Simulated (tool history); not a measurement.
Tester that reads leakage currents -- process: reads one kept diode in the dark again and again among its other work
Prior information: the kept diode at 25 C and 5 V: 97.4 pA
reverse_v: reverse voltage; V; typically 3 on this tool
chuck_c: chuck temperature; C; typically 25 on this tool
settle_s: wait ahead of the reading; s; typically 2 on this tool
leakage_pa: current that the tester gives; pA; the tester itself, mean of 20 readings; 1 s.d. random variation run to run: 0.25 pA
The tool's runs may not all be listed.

run,hour,reverse_v,chuck_c,settle_s,leakage_pa
1,0,3,25,2,80.89
2,154.6,3,25,2,81.14
3,286.4,3,25,2,80.83
4,465.9,3,25,2,80.65
5,624.4,2.05,25,2,69.99
6,763.4,2.05,25,2,70.22
7,947.5,2.05,25,2,69.91
8,1169,2.05,25,2,69.92
9,1363.5,2.17,25,2,71.79
10,1541.8,12.45,25,2,138.29
11,1760.1,12.45,25,2,137.5
12,1904.5,12.45,25,2,138.12
13,2020.6,3,25,6.15,81.33
14,2246.1,6.06,25,6.15,105.56
15,2458.8,6.06,25,6.15,104.67
16,2645.4,1.55,32,8.7,115.46
17,2751.2,1.55,32,4.44,116.41
18,2867.5,1.24,25,2,58.11
19,2975.6,1.45,20,2,39.12
20,3075.6,1.45,20,0.46,39.37
21,3298.1,1.45,20,0.46,39.52
# hour 3450.3: probe card cleaned and baked
22,3475.9,9.27,40,0.66,440.18
# hour 3579.3: chuck's temperature calibrated
23,3684.8,6.17,47,9.17,652.76
24,3855.3,13.74,26,1.16,157.24
25,4058.9,5.56,44,1.1,499.74

Difference, measured minus no-hidden-state, one row per run. Run-to-run variation is common to both terms; the gauge's own scatter need not be:
What the log doesn't record here: stray current of the dirty probe card, pA a volt; current scale over the true one, %; true chuck temperature over the reading, C; drift of the gauge itself on leakage_pa, %.
run,leakage_pa
1,+0.02
2,+0.02
3,+0.02
4,+0.04
5,+0.03
6,+0.03
7,+0.04
8,+0.04
9,+0.05
10,+0.15
11,+0.17
12,+0.17
13,+0.08
14,+0.13
15,+0.13
16,+0.11
17,+0.12
18,+0.07
19,+0.05
20,+0.06
21,+0.05
22,+0.46
23,+0.16
24,+0.06
25,+0.18

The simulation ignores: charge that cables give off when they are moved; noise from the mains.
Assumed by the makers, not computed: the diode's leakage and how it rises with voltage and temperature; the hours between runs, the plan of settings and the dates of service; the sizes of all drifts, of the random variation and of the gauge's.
